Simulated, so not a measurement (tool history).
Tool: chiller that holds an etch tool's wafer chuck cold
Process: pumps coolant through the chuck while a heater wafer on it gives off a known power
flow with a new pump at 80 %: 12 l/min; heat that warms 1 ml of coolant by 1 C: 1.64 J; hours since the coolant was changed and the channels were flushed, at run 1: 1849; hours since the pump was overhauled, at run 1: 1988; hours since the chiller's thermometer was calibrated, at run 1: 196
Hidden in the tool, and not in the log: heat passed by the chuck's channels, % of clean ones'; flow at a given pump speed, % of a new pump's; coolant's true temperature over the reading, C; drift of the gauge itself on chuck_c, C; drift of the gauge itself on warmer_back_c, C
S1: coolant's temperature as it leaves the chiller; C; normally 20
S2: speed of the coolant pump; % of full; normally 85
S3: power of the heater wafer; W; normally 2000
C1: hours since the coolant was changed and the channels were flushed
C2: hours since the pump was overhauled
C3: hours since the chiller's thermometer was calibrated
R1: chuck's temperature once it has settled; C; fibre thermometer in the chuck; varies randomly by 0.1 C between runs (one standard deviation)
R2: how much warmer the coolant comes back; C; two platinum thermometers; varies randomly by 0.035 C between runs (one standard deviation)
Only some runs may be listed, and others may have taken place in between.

run 1 hour=0 | S1=20 S2=85 S3=2000 | C1=1849 C2=1988 C3=196 | R1=40.8 R2=5.86
run 2 hour=45.4 | S1=20 S2=85 S3=2000 | C1=1895 C2=2033 C3=242 | R1=40.7 R2=5.84
run 3 hour=99.6 | S1=20 S2=85 S3=2977 | C1=1949 C2=2087 C3=296 | R1=50.9 R2=8.8
run 4 hour=182.2 | S1=20 S2=88 S3=2000 | C1=2031 C2=2170 C3=379 | R1=40.5 R2=5.67
run 5 hour=285.6 | S1=20 S2=96 S3=2000 | C1=2135 C2=2274 C3=482 | R1=39.4 R2=5.21
run 6 hour=362.3 | S1=20 S2=96 S3=2000 | C1=2212 C2=2350 C3=559 | R1=39.5 R2=5.15
run 7 hour=428.8 | S1=20 S2=96 S3=2000 | C1=2278 C2=2417 C3=625 | R1=39.5 R2=5.29
run 8 hour=516.8 | S1=20 S2=96 S3=2000 | C1=2366 C2=2505 C3=713 | R1=39.6 R2=5.24
run 9 hour=616.9 | S1=20 S2=85 S3=2000 | C1=2466 C2=2605 C3=813 | R1=41.5 R2=6.01
run 10 hour=692.6 | S1=12 S2=85 S3=2000 | C1=2542 C2=2680 C3=889 | R1=33.8 R2=6.04
run 11 hour=783.2 | S1=12 S2=85 S3=2000 | C1=2632 C2=2771 C3=980 | R1=33.6 R2=6.04
run 12 hour=861 | S1=12 S2=85 S3=2000 | C1=2710 C2=2849 C3=1057 | R1=33.9 R2=5.99
run 13 hour=926.8 | S1=12 S2=85 S3=2000 | C1=2776 C2=2915 C3=1123 | R1=33.9 R2=6.08
run 14 hour=979.1 | S1=12 S2=85 S3=2000 | C1=2828 C2=2967 C3=1175 | R1=34.1 R2=6.01
run 15 hour=1043.3 | S1=20 S2=85 S3=2000 | C1=2892 C2=3031 C3=1240 | R1=42.1 R2=6.03
run 16 hour=1132.8 | S1=20 S2=85 S3=2000 | C1=2982 C2=3121 C3=1329 | R1=41.9 R2=5.99
run 17 hour=1226.2 | S1=20 S2=85 S3=2000 | C1=3075 C2=3214 C3=1423 | R1=42.4 R2=6.09
run 18 hour=1324.2 | S1=20 S2=62 S3=2000 | C1=3173 C2=3312 C3=1521 | R1=48.2 R2=8.52
run 19 hour=1411.4 | S1=17 S2=96 S3=2000 | C1=3261 C2=3399 C3=1608 | R1=37.7 R2=5.33
run 20 hour=1467.2 | S1=17 S2=78 S3=1838 | C1=3316 C2=3455 C3=1664 | R1=39.1 R2=6.19
run 21 hour=1525.3 | S1=13 S2=78 S3=1334 | C1=3375 C2=3513 C3=1722 | R1=29.3 R2=4.5
run 22 hour=1589.9 | S1=13 S2=78 S3=1334 | C1=3439 C2=3578 C3=1786 | R1=29.5 R2=4.51
run 23 hour=1662.6 | S1=13 S2=78 S3=1334 | C1=3512 C2=3650 C3=1859 | R1=29.4 R2=4.51
run 24 hour=1754.9 | S1=13 S2=78 S3=1334 | C1=3604 C2=3743 C3=1951 | R1=29.5 R2=4.52
run 25 hour=1843.9 | S1=13 S2=78 S3=1334 | C1=3693 C2=3832 C3=2040 | R1=29.6 R2=4.45
-- hour=1941 coolant pump overhauled
run 26 hour=1951.5 | S1=13 S2=78 S3=1334 | C1=3796 C2=10 C3=2143 | R1=28.9 R2=4.2
run 27 hour=2040.2 | S1=21 S2=65 S3=1114 | C1=3884 C2=99 C3=2232 | R1=36.2 R2=4.23
run 28 hour=2096.3 | S1=18 S2=65 S3=1127 | C1=3941 C2=155 C3=2288 | R1=33.5 R2=4.27
run 29 hour=2145.9 | S1=18 S2=65 S3=1127 | C1=3990 C2=205 C3=2337 | R1=33.4 R2=4.28
-- hour=2193.2 coolant changed, channels flushed
run 30 hour=2220.9 | S1=18 S2=89 S3=2933 | C1=28 C2=274 C3=2406 | R1=45.9 R2=7.99
run 31 hour=2267.6 | S1=30 S2=70 S3=1076 | C1=74 C2=321 C3=2453 | R1=42.7 R2=3.79
run 32 hour=2363.5 | S1=30 S2=70 S3=1076 | C1=170 C2=416 C3=2549 | R1=42.7 R2=3.78
run 33 hour=2443.8 | S1=30 S2=70 S3=1076 | C1=251 C2=497 C3=2629 | R1=43 R2=3.87

Each row is a separate what-if for the run after 33, all from the same tool condition, not one after another. Results?
run A hour=2499.9 | S1=19 S2=61 S3=2877 | C1=307 C2=553 C3=2685 | R1=? R2=?
run B hour=2499.9 | S1=30 S2=91 S3=1076 | C1=307 C2=553 C3=2685 | R1=? R2=?
run C hour=2499.9 | S1=11 S2=73 S3=2691 | C1=307 C2=553 C3=2685 | R1=? R2=?

run=A R1=55.3 R2=11.85
run=B R1=40.6 R2=2.87
run=C R1=40.7 R2=9.18
Without the tool's unlogged condition, the same runs would have read:
run=A R1=54 R2=11.74
run=B R1=39.7 R2=2.85
run=C R1=39.5 R2=9.1

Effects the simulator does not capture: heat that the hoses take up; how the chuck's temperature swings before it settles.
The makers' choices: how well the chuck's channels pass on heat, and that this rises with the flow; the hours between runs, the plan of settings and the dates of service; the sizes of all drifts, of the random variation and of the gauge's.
